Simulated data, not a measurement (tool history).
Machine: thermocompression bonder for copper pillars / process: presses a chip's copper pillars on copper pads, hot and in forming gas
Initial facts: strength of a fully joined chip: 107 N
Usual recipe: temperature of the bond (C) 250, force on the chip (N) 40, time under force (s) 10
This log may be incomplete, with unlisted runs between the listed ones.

run,hour,temperature of the bond (C),force on the chip (N),time under force (s),force that shears a chip off (N)
1,0,250,40,10,55.1
2,34.9,250,40,10,54.9
3,67.1,250,40,8,51.1
4,97.7,250,40,8,50.3
5,138,250,40,8,51.3
# hour 166.6: forming gas filter changed
6,167.5,250,40,8,51.2
7,211.4,250,40,16,63.2
8,247.8,250,40,16,64.2
9,289.3,224,48,13,52.2
10,322.6,280,48,17,88.5
# hour 334: forming gas filter changed
11,349.7,280,48,17,88.7
12,383.3,280,48,17,89.6
13,405.1,278,53,21,94.6
14,443.9,278,53,21,94.1
15,484.6,259,50,7,63.5

Here are 4 independent what-if runs from the current tool condition. What would each one return?
# hour 500.7: forming gas filter changed
A,519.7,224,42,7,?
# hour 500.7: forming gas filter changed
B,519.7,259,48,7,?
# hour 500.7: forming gas filter changed
C,519.7,269,40,27,?
# hour 500.7: forming gas filter changed
D,519.7,250,28,10,?

run,force that shears a chip off (N)
A,36.5
B,62.1
C,84.4
D,39.7
Had the tool no hidden state, the same runs would have come out as:
run,force that shears a chip off (N)
A,36.6
B,62.2
C,84.5
D,39.8
